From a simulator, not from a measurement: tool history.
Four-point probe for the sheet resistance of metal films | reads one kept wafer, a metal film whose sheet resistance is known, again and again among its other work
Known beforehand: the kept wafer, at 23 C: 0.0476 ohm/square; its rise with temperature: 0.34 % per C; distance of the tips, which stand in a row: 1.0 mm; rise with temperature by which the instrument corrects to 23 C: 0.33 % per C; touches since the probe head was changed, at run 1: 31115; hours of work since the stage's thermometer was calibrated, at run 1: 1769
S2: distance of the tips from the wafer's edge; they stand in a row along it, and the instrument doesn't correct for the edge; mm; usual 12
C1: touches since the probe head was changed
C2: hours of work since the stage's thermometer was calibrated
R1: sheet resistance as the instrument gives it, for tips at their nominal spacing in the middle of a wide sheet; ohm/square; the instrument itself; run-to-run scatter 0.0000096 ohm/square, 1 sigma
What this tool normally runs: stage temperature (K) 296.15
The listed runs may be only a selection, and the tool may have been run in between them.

run 1 hour=0 | stage_temperature_(K)=296.15 S2=12 | C1=31115 C2=1769 | R1=0.047993
run 2 hour=80.2 | stage_temperature_(K)=296.15 S2=27 | C1=35111 C2=1830 | R1=0.047876
run 3 hour=166.5 | stage_temperature_(K)=296.15 S2=27 | C1=39407 C2=1895 | R1=0.047873
run 4 hour=267.1 | stage_temperature_(K)=296.15 S2=27 | C1=44415 C2=1972 | R1=0.047876
run 5 hour=359.8 | stage_temperature_(K)=296.15 S2=27 | C1=49029 C2=2042 | R1=0.047881
run 6 hour=406.6 | stage_temperature_(K)=296.15 S2=12 | C1=51363 C2=2078 | R1=0.048045
run 7 hour=467.6 | stage_temperature_(K)=296.15 S2=12 | C1=54400 C2=2124 | R1=0.048025
run 8 hour=554 | stage_temperature_(K)=296.15 S2=12 | C1=58700 C2=2189 | R1=0.048033
run 9 hour=650.6 | stage_temperature_(K)=296.15 S2=24 | C1=63512 C2=2263 | R1=0.047914
run 10 hour=743.1 | stage_temperature_(K)=296.15 S2=9 | C1=68114 C2=2333 | R1=0.048182
run 11 hour=842.6 | stage_temperature_(K)=300.15 S2=12 | C1=73069 C2=2408 | R1=0.048078
run 12 hour=903.8 | stage_temperature_(K)=303.15 S2=16 | C1=76118 C2=2455 | R1=0.048024
-- hour=954.8 stage's thermometer calibrated
run 13 hour=960 | stage_temperature_(K)=306.15 S2=43 | C1=78889 C2=4 | R1=0.047932
run 14 hour=1062.6 | stage_temperature_(K)=298.15 S2=21 | C1=84000 C2=82 | R1=0.047938
run 15 hour=1106.1 | stage_temperature_(K)=305.15 S2=29 | C1=86167 C2=115 | R1=0.047938
run 16 hour=1166.6 | stage_temperature_(K)=298.15 S2=6 | C1=89176 C2=161 | R1=0.048588
-- hour=1190.5 stage's thermometer calibrated, once more
run 17 hour=1248.1 | stage_temperature_(K)=292.15 S2=19 | C1=93211 C2=44 | R1=0.048032
run 18 hour=1337.2 | stage_temperature_(K)=300.15 S2=12 | C1=97650 C2=111 | R1=0.048167

Run 19 comes next. What will it give?
run 19 hour=1427.7 | stage_temperature_(K)=300.15 S2=3 | C1=102153 C2=180 | R1=?

{"run 19": {"R1": 0.050706}}
Minus the tool's unlogged condition, the same run would have read R1 0.0503 ohm/square.
